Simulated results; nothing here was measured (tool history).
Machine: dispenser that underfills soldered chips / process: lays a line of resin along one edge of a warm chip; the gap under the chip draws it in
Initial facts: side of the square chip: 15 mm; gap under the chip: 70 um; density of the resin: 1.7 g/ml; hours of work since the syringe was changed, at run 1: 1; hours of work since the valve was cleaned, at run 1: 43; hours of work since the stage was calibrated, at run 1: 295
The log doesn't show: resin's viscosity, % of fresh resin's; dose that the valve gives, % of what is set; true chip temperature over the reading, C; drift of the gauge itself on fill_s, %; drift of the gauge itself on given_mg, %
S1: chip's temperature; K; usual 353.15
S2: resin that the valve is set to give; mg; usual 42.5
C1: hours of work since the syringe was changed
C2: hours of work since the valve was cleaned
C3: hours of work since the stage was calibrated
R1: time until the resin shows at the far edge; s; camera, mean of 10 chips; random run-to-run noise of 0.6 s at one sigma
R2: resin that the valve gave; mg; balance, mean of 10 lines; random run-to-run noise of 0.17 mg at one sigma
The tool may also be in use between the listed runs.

Run 1, hour 0.0: usual settings; C1 1; C2 43; C3 295. Result: R1 62.2 s, R2 41.70 mg.
Run 2, hour 7.1: usual settings but S2 37.1 mg; C1 6; C2 49; C3 300. Result: R1 99.2 s, R2 36.74 mg.
At hour 14.3: new syringe of resin.
Run 3, hour 15.1: usual settings but S2 40.0 mg; C1 1; C2 54; C3 305. Result: R1 58.6 s, R2 39.46 mg.
Run 4, hour 23.0: usual settings but S2 40.0 mg; C1 6; C2 60; C3 311. Result: R1 95.0 s, R2 39.49 mg.
Run 5, hour 27.9: usual settings but S2 40.0 mg; C1 10; C2 63; C3 315. Result: R1 125.4 s, R2 39.32 mg.
At hour 30.4: new syringe of resin.
Run 6, hour 34.5: usual settings; C1 3; C2 68; C3 319. Result: R1 71.9 s, R2 41.72 mg.
Run 7, hour 44.2: usual settings; C1 10; C2 75; C3 326. Result: R1 129.2 s, R2 41.55 mg.
At hour 46.9: new syringe of resin.
Run 8, hour 53.0: usual settings but S2 36.3 mg; C1 4; C2 81; C3 332. Result: R1 85.5 s, R2 35.46 mg.
Run 9, hour 57.1: usual settings but S2 36.3 mg; C1 7; C2 84; C3 335. Result: R1 108.1 s, R2 35.33 mg.
Run 10, hour 61.6: usual settings; C1 11; C2 87; C3 339. Result: R1 138.3 s, R2 40.93 mg.
At hour 63.6: new syringe of resin.
Run 11, hour 67.3: usual settings; C1 3; C2 91; C3 342. Result: R1 68.6 s, R2 41.10 mg.
At hour 71.2: dispensing valve cleaned and set on the balance.
Run 12, hour 77.6: usual settings but S1 341.15 K; C1 9; C2 5; C3 349. Result: R1 220.3 s, R2 42.43 mg.
At hour 80.8: new syringe of resin.
Run 13, hour 87.1: usual settings but S1 341.15 K; C1 5; C2 11; C3 356. Result: R1 151.6 s, R2 42.28 mg.
Run 14, hour 95.8: usual settings but S1 341.15 K; C1 11; C2 18; C3 362. Result: R1 255.5 s, R2 41.90 mg.
At hour 96.8: new syringe of resin.
Run 15, hour 105.8: usual settings; C1 7; C2 25; C3 369. Result: R1 97.1 s, R2 42.09 mg.
At hour 113.1: new syringe of resin.
Run 16, hour 113.5: usual settings but S2 52.2 mg; C1 0; C2 30; C3 374. Result: R1 57.9 s, R2 51.38 mg.
Run 17, hour 122.4: usual settings but S2 52.2 mg; C1 7; C2 36; C3 381. Result: R1 98.5 s, R2 51.73 mg.
At hour 129.2: new syringe of resin.
Run 18, hour 130.6: usual settings but S1 350.15 K; C1 1; C2 42; C3 387. Result: R1 71.9 s, R2 41.68 mg.
Run 19, hour 136.7: usual settings; C1 5; C2 47; C3 391. Result: R1 89.3 s, R2 41.86 mg.
At hour 145.4: new syringe of resin.
Run 20, hour 146.7: usual settings but S1 362.15 K, S2 48.9 mg; C1 1; C2 54; C3 398. Result: R1 39.4 s, R2 48.22 mg.
Run 21, hour 151.3: usual settings but S1 343.15 K, S2 40.2 mg; C1 4; C2 57; C3 401. Result: R1 134.0 s, R2 39.53 mg.
Run 22, hour 160.6: usual settings but S1 364.15 K, S2 40.5 mg; C1 11; C2 64; C3 408. Result: R1 84.2 s, R2 39.97 mg.
At hour 161.8: new syringe of resin.
At hour 165.2: stage's temperature calibrated.
Run 23, hour 168.0: usual settings but S1 364.15 K, S2 40.5 mg; C1 4; C2 68; C3 2. Result: R1 43.1 s, R2 39.60 mg.
Run 24, hour 175.4: usual settings but S1 346.15 K, S2 42.6 mg; C1 9; C2 73; C3 7. Result: R1 157.3 s, R2 41.43 mg.
At hour 179.3: new syringe of resin.
Run 25, hour 182.6: usual settings but S1 356.15 K, S2 38.4 mg; C1 2; C2 78; C3 12. Result: R1 56.4 s, R2 37.16 mg.
Run 26, hour 189.9: usual settings but S2 38.9 mg; C1 8; C2 84; C3 18. Result: R1 100.2 s, R2 37.75 mg.
At hour 195.4: new syringe of resin.
Run 27, hour 199.2: usual settings but S1 360.15 K, S2 47.1 mg; C1 3; C2 90; C3 24. Result: R1 46.7 s, R2 45.76 mg.
At hour 204.5: dispensing valve cleaned and set on the balance.
Run 28, hour 205.9: usual settings but S1 356.15 K, S2 41.0 mg; C1 7; C2 1; C3 28. Result: R1 79.9 s, R2 40.92 mg.
At hour 212.3: new syringe of resin.
Run 29, hour 215.6: usual settings but S1 351.15 K, S2 55.0 mg; C1 2; C2 8; C3 35. Result: R1 70.4 s, R2 55.42 mg.
Run 30, hour 222.9: usual settings but S1 351.15 K, S2 55.0 mg; C1 8; C2 13; C3 40. Result: R1 106.0 s, R2 54.49 mg.
At hour 228.5: new syringe of resin.
Run 31, hour 231.5: usual settings but S1 345.15 K, S2 46.6 mg; C1 2; C2 19; C3 46. Result: R1 89.6 s, R2 46.23 mg.
Run 32, hour 237.1: usual settings but S1 345.15 K, S2 46.6 mg; C1 6; C2 23; C3 50. Result: R1 128.8 s, R2 45.88 mg.
At hour 244.6: new syringe of resin.
Run 33, hour 246.8: usual settings but S1 349.15 K, S2 39.7 mg; C1 2; C2 30; C3 57. Result: R1 71.5 s, R2 39.08 mg.
Run 34, hour 254.4: usual settings but S1 361.15 K, S2 39.7 mg; C1 7; C2 35; C3 63. Result: R1 63.5 s, R2 39.25 mg.
At hour 260.7: new syringe of resin.
Run 35, hour 260.8: usual settings but S1 352.15 K, S2 54.2 mg; C1 0; C2 40; C3 67. Result: R1 54.6 s, R2 53.49 mg.
Run 36, hour 270.3: usual settings but S2 52.7 mg; C1 7; C2 47; C3 74. Result: R1 89.4 s, R2 51.85 mg.
At hour 276.9: new syringe of resin.
Run 37, hour 277.1: usual settings but S2 52.7 mg; C1 0; C2 51; C3 79. Result: R1 51.9 s, R2 51.64 mg.

Hidden state at the last listed run before each entry between runs and at the first one after, where it differs:
Run 2 -> run 3: new syringe of resin (hour 14.3)
  resin's viscosity, % of fresh resin's: 172.1 -> 104.2; dose that the valve gives, % of what is set: 98.57 -> 98.39; true chip temperature over the reading, C: -1.55 -> -1.58
  measured value less the no-hidden-state value, R1: +46.1 -> +6.6 s; R2: -0.54 -> -0.65 mg
Run 5 -> run 6: new syringe of resin (hour 30.4)
  resin's viscosity, % of fresh resin's: 224.2 -> 127.9; dose that the valve gives, % of what is set: 98.09 -> 97.94; true chip temperature over the reading, C: -1.63 -> -1.66
  measured value less the no-hidden-state value, R1: +74.1 -> +20.1 s; R2: -0.76 -> -0.87 mg
Run 7 -> run 8: new syringe of resin (hour 46.9)
  resin's viscosity, % of fresh resin's: 228.1 -> 145.8; dose that the valve gives, % of what is set: 97.69 -> 97.46; true chip temperature over the reading, C: -1.7 -> -1.73
  measured value less the no-hidden-state value, R1: +77.4 -> +31.5 s; R2: -0.99 -> -0.92 mg
Run 10 -> run 11: new syringe of resin (hour 63.6)
  resin's viscosity, % of fresh resin's: 243.7 -> 123.6; dose that the valve gives, % of what is set: 97.25 -> 97.12; true chip temperature over the reading, C: -1.77 -> -1.8
  measured value less the no-hidden-state value, R1: +86.4 -> +17.9 s; R2: -1.16 -> -1.22 mg
Run 11 -> run 12: dispensing valve cleaned and set on the balance (hour 71.2)
  resin's viscosity, % of fresh resin's: 123.6 -> 216; dose that the valve gives, % of what is set: 97.12 -> 99.76; true chip temperature over the reading, C: -1.8 -> -1.83
  measured value less the no-hidden-state value, R1: +17.9 -> +127.6 s; R2: -1.22 -> -0.10 mg
Run 12 -> run 13: new syringe of resin (hour 80.8)
  resin's viscosity, % of fresh resin's: 216 -> 146.1; dose that the valve gives, % of what is set: 99.76 -> 99.54; true chip temperature over the reading, C: -1.83 -> -1.87
  measured value less the no-hidden-state value, R1: +127.6 -> +57.5 s; R2: -0.10 -> -0.20 mg
Run 14 -> run 15: new syringe of resin (hour 96.8)
  resin's viscosity, % of fresh resin's: 245.5 -> 170.8; dose that the valve gives, % of what is set: 99.31 -> 99.08; true chip temperature over the reading, C: -1.91 -> -1.95
  measured value less the no-hidden-state value, R1: +161.1 -> +45.2 s; R2: -0.28 -> -0.39 mg
Run 15 -> run 16: new syringe of resin (hour 113.1)
  resin's viscosity, % of fresh resin's: 170.8 -> 102.7; dose that the valve gives, % of what is set: 99.08 -> 98.9; true chip temperature over the reading, C: -1.95 -> -1.98
  measured value less the no-hidden-state value, R1: +45.2 -> +6.6 s; R2: -0.39 -> -0.57 mg
Run 17 -> run 18: new syringe of resin (hour 129.2)
  resin's viscosity, % of fresh resin's: 175.1 -> 108.9; dose that the valve gives, % of what is set: 98.69 -> 98.5; true chip temperature over the reading, C: -2.02 -> -2.05
  measured value less the no-hidden-state value, R1: +47.6 -> +12.2 s; R2: -0.68 -> -0.63 mg
Run 19 -> run 20: new syringe of resin (hour 145.4)
  resin's viscosity, % of fresh resin's: 157.2 -> 107; dose that the valve gives, % of what is set: 98.36 -> 98.12; true chip temperature over the reading, C: -2.07 -> -2.11
  measured value less the no-hidden-state value, R1: +38.3 -> +6.0 s; R2: -0.70 -> -0.92 mg
Run 22 -> run 23: new syringe of resin (hour 161.8); stage's temperature calibrated (hour 165.2)
  resin's viscosity, % of fresh resin's: 244.9 -> 139.1; dose that the valve gives, % of what is set: 97.82 -> 97.66; true chip temperature over the reading, C: -2.17 -> 0.07
  measured value less the no-hidden-state value, R1: +53.3 -> +12.2 s; R2: -0.90 -> -0.94 mg
Run 24 -> run 25: new syringe of resin (hour 179.3)
  resin's viscosity, % of fresh resin's: 215.9 -> 123.9; dose that the valve gives, % of what is set: 97.48 -> 97.31; true chip temperature over the reading, C: 0.04 -> 0
  measured value less the no-hidden-state value, R1: +84.6 -> +11.2 s; R2: -1.08 -> -1.03 mg
Run 26 -> run 27: new syringe of resin (hour 195.4)
  resin's viscosity, % of fresh resin's: 190.5 -> 126.3; dose that the valve gives, % of what is set: 97.12 -> 96.9; true chip temperature over the reading, C: -0.03 -> -0.06
  measured value less the no-hidden-state value, R1: +47.8 -> +10.0 s; R2: -1.12 -> -1.46 mg
Run 27 -> run 28: dispensing valve cleaned and set on the balance (hour 204.5)
  resin's viscosity, % of fresh resin's: 126.3 -> 177.8; dose that the valve gives, % of what is set: 96.9 -> 99.71; true chip temperature over the reading, C: -0.06 -> -0.09
  measured value less the no-hidden-state value, R1: +10.0 -> +35.2 s; R2: -1.46 -> -0.12 mg
Run 28 -> run 29: new syringe of resin (hour 212.3)
  resin's viscosity, % of fresh resin's: 177.8 -> 121.8; dose that the valve gives, % of what is set: 99.71 -> 99.47; true chip temperature over the reading, C: -0.09 -> -0.13
  measured value less the no-hidden-state value, R1: +35.2 -> +12.9 s; R2: -0.12 -> -0.30 mg
Run 30 -> run 31: new syringe of resin (hour 228.5)
  resin's viscosity, % of fresh resin's: 187.4 -> 118.7; dose that the valve gives, % of what is set: 99.3 -> 99.08; true chip temperature over the reading, C: -0.15 -> -0.19
  measured value less the no-hidden-state value, R1: +49.9 -> +14.9 s; R2: -0.39 -> -0.43 mg
Run 32 -> run 33: new syringe of resin (hour 244.6)
  resin's viscosity, % of fresh resin's: 165.3 -> 112.9; dose that the valve gives, % of what is set: 98.95 -> 98.72; true chip temperature over the reading, C: -0.21 -> -0.25
  measured value less the no-hidden-state value, R1: +51.7 -> +9.1 s; R2: -0.48 -> -0.51 mg
Run 34 -> run 35: new syringe of resin (hour 260.7)
  resin's viscosity, % of fresh resin's: 177.7 -> 99.7; dose that the valve gives, % of what is set: 98.53 -> 98.37; true chip temperature over the reading, C: -0.28 -> -0.31
  measured value less the no-hidden-state value, R1: +28.3 -> +0.7 s; R2: -0.59 -> -0.89 mg
Run 36 -> run 37: new syringe of resin (hour 276.9)
  resin's viscosity, % of fresh resin's: 175.8 -> 100.4; dose that the valve gives, % of what is set: 98.15 -> 97.99; true chip temperature over the reading, C: -0.35 -> -0.37
  measured value less the no-hidden-state value, R1: +39.5 -> +1.1 s; R2: -0.98 -> -1.06 mg
